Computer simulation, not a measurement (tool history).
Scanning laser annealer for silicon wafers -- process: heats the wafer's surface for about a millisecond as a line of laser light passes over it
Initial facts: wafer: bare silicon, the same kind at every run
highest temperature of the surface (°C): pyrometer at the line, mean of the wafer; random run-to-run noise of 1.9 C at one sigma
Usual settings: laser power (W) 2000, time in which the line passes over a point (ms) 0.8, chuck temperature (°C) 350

run    hour  laser power (W)  time in which the line passes over a point (ms)  chuck temperature (°C)  highest temperature of the surface (°C)
  1       0             2000                                              0.8                     350                                     1116
  2    56.6             2000                                              0.8                     350                                     1119
  3    97.8             2000                                              0.8                     350                                     1111
  4   147.4             2000                                              0.8                     350                                     1113
  5   236.8             2000                                              0.8                     350                                     1122
  6   288.7             2000                                              0.8                     350                                     1122
  7   359.4             2000                                              0.8                     350                                     1116
  8   418.8             2000                                              0.8                     350                                     1114
  9   487.4             2000                                              0.8                     350                                     1139
 10   574.2             2000                                              0.8                     350                                     1133
 11   649.7             2000                                              0.8                     350                                     1134
 12   712.8             2000                                              0.8                     350                                     1131
 13   756.6             2000                                            0.608                     350                                     1030
 14   829.8             2000                                              0.8                     361                                     1136
 15   890.2             2000                                              0.8                     361                                     1138
 16   927.1             2000                                              0.8                     313                                     1085
 17   965.5             2000                                              0.8                     313                                     1084
 18  1027.9             2000                                              0.8                     313                                     1082
 19  1071.1             2000                                              0.8                     350                                     1119
 20  1115.1             1886                                              0.8                     350                                     1072
 21  1152.3             2147                                            0.593                     350                                     1059
 22  1202.7             1880                                            0.602                     365                                      988
 23  1290.5             1880                                            0.602                     365                                     1009
 24  1354.7             1880                                            0.865                     365                                     1133
 25  1394.2             2153                                              0.8                     350                                     1197
 26  1438.3             1916                                            0.721                     350                                     1063
 27  1489.2             1916                                            0.721                     350                                     1062
 28  1535.4             1818                                             0.76                     361                                     1050
 29  1613.6             1814                                            0.923                     383                                     1137
 30  1659.2             2167                                            0.727                     383                                     1184
 31  1712.7             1891                                            0.572                     316                                      936
 32    1794             2121                                            0.722                     343                                     1123
 33  1855.7             2121                                            0.722                     343                                     1120
 34  1931.4             2110                                            0.675                     313                                     1058
 35  2010.8             2110                                            0.675                     313                                     1055
 36  2083.8             2110                                            0.675                     313                                     1078
 37  2161.8             1863                                            0.592                     325                                      952
 38  2225.5             1792                                              0.8                     350                                     1050
 39  2291.5             1792                                              0.8                     350                                     1050
 40  2340.4             2006                                              0.8                     378                                     1159

Put back what was entered between runs (4 entries, withheld): which listed runs does each sit between, and how does the hidden state differ from the listed run before to the listed run after?
Logged between run 4 and run 5: optics aligned, line set to its width (hour 164.5)
  light that passes the window, % of a clean one's: 97.76 -> 97.41; laser's true power over the reading, %: 0.58 -> 0.62; width of the line over the set one, %: 2.78 -> 0.35
  the result without the hidden state subtracted from the measured one, highest temperature of the surface (°C): -24 -> -17
Logged between run 8 and run 9: window over the wafer cleaned (hour 428.5)
  light that passes the window, % of a clean one's: 96.64 -> 99.72; laser's true power over the reading, %: 0.7 -> 0.73; width of the line over the set one, %: 0.5 -> 0.56
  the result without the hidden state subtracted from the measured one, highest temperature of the surface (°C): -24 -> +2
Logged between run 22 and run 23: window over the wafer cleaned (hour 1224.4)
  light that passes the window, % of a clean one's: 96.72 -> 99.73; laser's true power over the reading, %: 1.04 -> 1.08; width of the line over the set one, %: 1.16 -> 1.23
  the result without the hidden state subtracted from the measured one, highest temperature of the surface (°C): -19 -> +1
Logged between run 35 and run 36: window over the wafer cleaned (hour 2016.4)
  light that passes the window, % of a clean one's: 96.75 -> 99.51; laser's true power over the reading, %: 1.4 -> 1.43; width of the line over the set one, %: 1.83 -> 1.89
  the result without the hidden state subtracted from the measured one, highest temperature of the surface (°C): -22 -> -1
